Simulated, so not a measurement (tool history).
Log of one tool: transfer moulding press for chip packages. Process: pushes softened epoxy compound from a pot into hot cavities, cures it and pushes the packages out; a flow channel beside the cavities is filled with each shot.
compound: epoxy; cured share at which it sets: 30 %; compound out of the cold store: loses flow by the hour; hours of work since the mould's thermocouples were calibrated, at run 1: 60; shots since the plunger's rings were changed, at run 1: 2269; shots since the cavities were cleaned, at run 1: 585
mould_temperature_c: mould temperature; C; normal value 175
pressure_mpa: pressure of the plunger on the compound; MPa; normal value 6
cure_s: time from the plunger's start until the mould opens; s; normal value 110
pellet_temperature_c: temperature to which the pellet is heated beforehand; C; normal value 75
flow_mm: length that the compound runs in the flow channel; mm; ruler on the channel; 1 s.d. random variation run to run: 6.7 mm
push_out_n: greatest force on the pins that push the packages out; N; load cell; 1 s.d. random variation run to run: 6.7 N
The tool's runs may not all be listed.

| run | hour | mould_temperature_c | pressure_mpa | cure_s | pellet_temperature_c | hours of work since the mould's thermocouples were calibrated | shots since the plunger's rings were changed | shots since the cavities were cleaned | incoming compound's hours out of the cold store | flow_mm | push_out_n |
|---|---|---|---|---|---|---|---|---|---|---|---|
| 1 | 0 | 175 | 6 | 110 | 75 | 60 | 2269 | 585 | 21.6 | 980 | 258 |
|  | 24.8 | cavities cleaned with cleaning compound and waxed |
| 2 | 51.7 | 175 | 6 | 110 | 75 | 98 | 2909 | 344 | 26.1 | 964 | 268 |
|  | 74.1 | plunger's sealing rings changed |
| 3 | 90.2 | 175 | 6 | 110 | 75 | 125 | 206 | 802 | 33.7 | 937 | 263 |
|  | 98.2 | cavities cleaned with cleaning compound and waxed |
| 4 | 134.8 | 175 | 6 | 110 | 75 | 158 | 754 | 466 | 26.6 | 973 | 268 |
|  | 167.9 | cavities cleaned with cleaning compound and waxed |
| 5 | 194.5 | 175 | 6 | 110 | 75 | 202 | 1495 | 338 | 30 | 943 | 270 |
|  | 241.5 | cavities cleaned with cleaning compound and waxed |
| 6 | 260.7 | 175 | 4.73 | 110 | 75 | 251 | 2319 | 244 | 44.9 | 795 | 258 |
|  | 309.5 | cavities cleaned with cleaning compound and waxed |
| 7 | 309.5 | 175 | 4.73 | 110 | 75 | 287 | 2921 | 0 | 20.4 | 862 | 269 |
|  | 332.6 | plunger's sealing rings changed |
| 8 | 363.8 | 175 | 6 | 99 | 75 | 326 | 397 | 660 | 26.4 | 962 | 331 |
|  | 379.8 | cavities cleaned with cleaning compound and waxed |
| 9 | 411.6 | 175 | 6 | 99 | 75 | 361 | 987 | 405 | 39.1 | 910 | 316 |
|  | 447.6 | cavities cleaned with cleaning compound and waxed |
|  | 461.1 | mould's thermocouples calibrated |
| 10 | 461.1 | 175 | 6 | 99 | 75 | 0 | 1572 | 146 | 15.5 | 1005 | 336 |
| 11 | 512.8 | 175 | 6 | 99 | 75 | 39 | 2230 | 804 | 8.3 | 1036 | 341 |
|  | 519 | cavities cleaned with cleaning compound and waxed |
| 12 | 548.6 | 175 | 6 | 99 | 75 | 65 | 2667 | 376 | 27.5 | 965 | 331 |
|  | 588.8 | plunger's sealing rings changed |
|  | 590.3 | cavities cleaned with cleaning compound and waxed |
| 13 | 609 | 175 | 6 | 110 | 75 | 108 | 237 | 237 | 8.3 | 1036 | 281 |
|  | 659.8 | cavities cleaned with cleaning compound and waxed |
| 14 | 678.5 | 176 | 6.15 | 123 | 72 | 160 | 1103 | 237 | 28.6 | 964 | 230 |
| 15 | 712.2 | 174 | 7.17 | 110 | 75 | 185 | 1533 | 667 | 30 | 1041 | 274 |
|  | 728.6 | cavities cleaned with cleaning compound and waxed |
| 16 | 781.3 | 177 | 6 | 110 | 75 | 236 | 2393 | 671 | 20.6 | 971 | 245 |
|  | 796.8 | cavities cleaned with cleaning compound and waxed |
| 17 | 826.7 | 168 | 6 | 110 | 78 | 270 | 2952 | 380 | 18.6 | 1013 | 409 |
|  | 846.3 | plunger's sealing rings changed |
|  | 868.2 | cavities cleaned with cleaning compound and waxed |
| 18 | 875.4 | 168 | 6 | 110 | 78 | 304 | 352 | 92 | 30.2 | 957 | 385 |
| 19 | 906 | 168 | 6.35 | 110 | 78 | 327 | 741 | 481 | 8.7 | 1071 | 421 |
|  | 939.1 | cavities cleaned with cleaning compound and waxed |
| 20 | 965.1 | 175 | 6 | 120 | 85 | 370 | 1475 | 331 | 24.2 | 968 | 233 |
|  | 1001.4 | mould's thermocouples calibrated |
| 21 | 1002.4 | 175 | 6 | 120 | 74 | 1 | 1923 | 779 | 11.2 | 1021 | 235 |
|  | 1011.5 | cavities cleaned with cleaning compound and waxed |
| 22 | 1051.9 | 175 | 6 | 120 | 74 | 37 | 2535 | 514 | 15.2 | 1000 | 240 |
|  | 1079.3 | cavities cleaned with cleaning compound and waxed |
| 23 | 1085.7 | 172 | 6 | 110 | 75 | 62 | 2946 | 81 | 42.4 | 898 | 307 |
|  | 1104.6 | plunger's sealing rings changed |
|  | 1151.6 | cavities cleaned with cleaning compound and waxed |
| 24 | 1151.6 | 172 | 6 | 110 | 75 | 109 | 578 | 0 | 29.6 | 949 | 297 |
| 25 | 1193.3 | 180 | 6 | 110 | 75 | 140 | 1109 | 531 | 33.2 | 939 | 239 |
|  | 1219.4 | cavities cleaned with cleaning compound and waxed |
| 26 | 1257.2 | 183 | 6 | 117 | 75 | 187 | 1904 | 481 | 28 | 935 | 216 |

Each row is a separate what-if for the run after 26, all from the same tool condition, not one after another. Results?
|  | 1289.9 | cavities cleaned with cleaning compound and waxed |
| A | 1311.5 | 172 | 6.97 | 109 | 75 | 228 | 2577 | 275 | 27.5 | ? | ? |
|  | 1289.9 | cavities cleaned with cleaning compound and waxed |
| B | 1311.5 | 177 | 6 | 95 | 75 | 228 | 2577 | 275 | 44.3 | ? | ? |
|  | 1289.9 | cavities cleaned with cleaning compound and waxed |
| C | 1311.5 | 168 | 5.41 | 127 | 75 | 228 | 2577 | 275 | 34.8 | ? | ? |
|  | 1289.9 | cavities cleaned with cleaning compound and waxed |
| D | 1311.5 | 178 | 6 | 110 | 75 | 228 | 2577 | 275 | 42.9 | ? | ? |
|  | 1289.9 | cavities cleaned with cleaning compound and waxed |
| E | 1311.5 | 168 | 6 | 117 | 75 | 228 | 2577 | 275 | 30.8 | ? | ? |

| run | flow_mm | push_out_n |
|---|---|---|
| A | 1039 | 300 |
| B | 893 | 307 |
| C | 896 | 285 |
| D | 900 | 224 |
| E | 958 | 345 |
With the hidden condition removed and each run's random variation left untouched, the same runs would have given:
| run | flow_mm | push_out_n |
|---|---|---|
| A | 1041 | 297 |
| B | 894 | 304 |
| C | 897 | 282 |
| D | 901 | 222 |
| E | 959 | 342 |
